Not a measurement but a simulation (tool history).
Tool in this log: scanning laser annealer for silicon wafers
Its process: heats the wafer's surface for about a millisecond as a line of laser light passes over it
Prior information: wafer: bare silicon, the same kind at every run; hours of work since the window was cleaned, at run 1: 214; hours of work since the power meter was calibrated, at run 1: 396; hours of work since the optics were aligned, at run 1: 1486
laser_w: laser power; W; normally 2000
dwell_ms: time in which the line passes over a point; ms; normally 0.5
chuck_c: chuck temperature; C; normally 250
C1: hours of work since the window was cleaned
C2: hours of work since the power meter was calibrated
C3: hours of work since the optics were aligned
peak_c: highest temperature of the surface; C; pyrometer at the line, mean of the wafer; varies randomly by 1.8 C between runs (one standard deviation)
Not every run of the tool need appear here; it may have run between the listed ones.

run 1 hour=0 | laser_w=2000 dwell_ms=0.5 chuck_c=250 | C1=214 C2=396 C3=1486 | peak_c=973
run 2 hour=34.8 | laser_w=2000 dwell_ms=0.375 chuck_c=250 | C1=228 C2=410 C3=1500 | peak_c=890
run 3 hour=70.6 | laser_w=2000 dwell_ms=0.375 chuck_c=250 | C1=243 C2=424 C3=1514 | peak_c=889
run 4 hour=101.6 | laser_w=2000 dwell_ms=0.5 chuck_c=250 | C1=255 C2=437 C3=1527 | peak_c=967
run 5 hour=147.2 | laser_w=2000 dwell_ms=0.5 chuck_c=250 | C1=273 C2=455 C3=1545 | peak_c=969
run 6 hour=186.2 | laser_w=2000 dwell_ms=0.5 chuck_c=250 | C1=289 C2=471 C3=1561 | peak_c=969
run 7 hour=230.4 | laser_w=2000 dwell_ms=0.5 chuck_c=250 | C1=307 C2=489 C3=1579 | peak_c=966
run 8 hour=274.1 | laser_w=2000 dwell_ms=0.5 chuck_c=250 | C1=324 C2=506 C3=1596 | peak_c=967
run 9 hour=302.7 | laser_w=2000 dwell_ms=0.5 chuck_c=246 | C1=336 C2=518 C3=1608 | peak_c=963
run 10 hour=339.6 | laser_w=2000 dwell_ms=0.446 chuck_c=246 | C1=351 C2=532 C3=1623 | peak_c=924
run 11 hour=383.3 | laser_w=2000 dwell_ms=0.446 chuck_c=246 | C1=368 C2=550 C3=1640 | peak_c=921
run 12 hour=421.7 | laser_w=1992 dwell_ms=0.502 chuck_c=243 | C1=384 C2=565 C3=1656 | peak_c=950
run 13 hour=469.3 | laser_w=1992 dwell_ms=0.502 chuck_c=243 | C1=403 C2=585 C3=1675 | peak_c=949
run 14 hour=504.6 | laser_w=1992 dwell_ms=0.502 chuck_c=243 | C1=417 C2=599 C3=1689 | peak_c=942
-- hour=538.2 window over the wafer cleaned
run 15 hour=552.4 | laser_w=1979 dwell_ms=0.374 chuck_c=230 | C1=6 C2=617 C3=1707 | peak_c=881
run 16 hour=593.8 | laser_w=1979 dwell_ms=0.374 chuck_c=230 | C1=22 C2=634 C3=1724 | peak_c=877
run 17 hour=630.7 | laser_w=1979 dwell_ms=0.374 chuck_c=230 | C1=37 C2=649 C3=1739 | peak_c=875

Alternative continuations, all from the tool just after run 17; predict every row:
run A hour=657.3 | laser_w=1979 dwell_ms=0.374 chuck_c=246 | C1=48 C2=659 C3=1750 | peak_c=?
run B hour=657.3 | laser_w=2148 dwell_ms=0.5 chuck_c=233 | C1=48 C2=659 C3=1750 | peak_c=?
run C hour=657.3 | laser_w=1866 dwell_ms=0.371 chuck_c=248 | C1=48 C2=659 C3=1750 | peak_c=?
run D hour=657.3 | laser_w=1979 dwell_ms=0.374 chuck_c=243 | C1=48 C2=659 C3=1750 | peak_c=?
run E hour=657.3 | laser_w=1979 dwell_ms=0.609 chuck_c=219 | C1=48 C2=659 C3=1750 | peak_c=?

run=A peak_c=891
run=B peak_c=1042
run=C peak_c=848
run=D peak_c=888
run=E peak_c=1009
The same runs, with their run-to-run variation unchanged, on a tool lacking any hidden condition would have given:
run=A peak_c=918
run=B peak_c=1076
run=C peak_c=873
run=D peak_c=915
run=E peak_c=1042
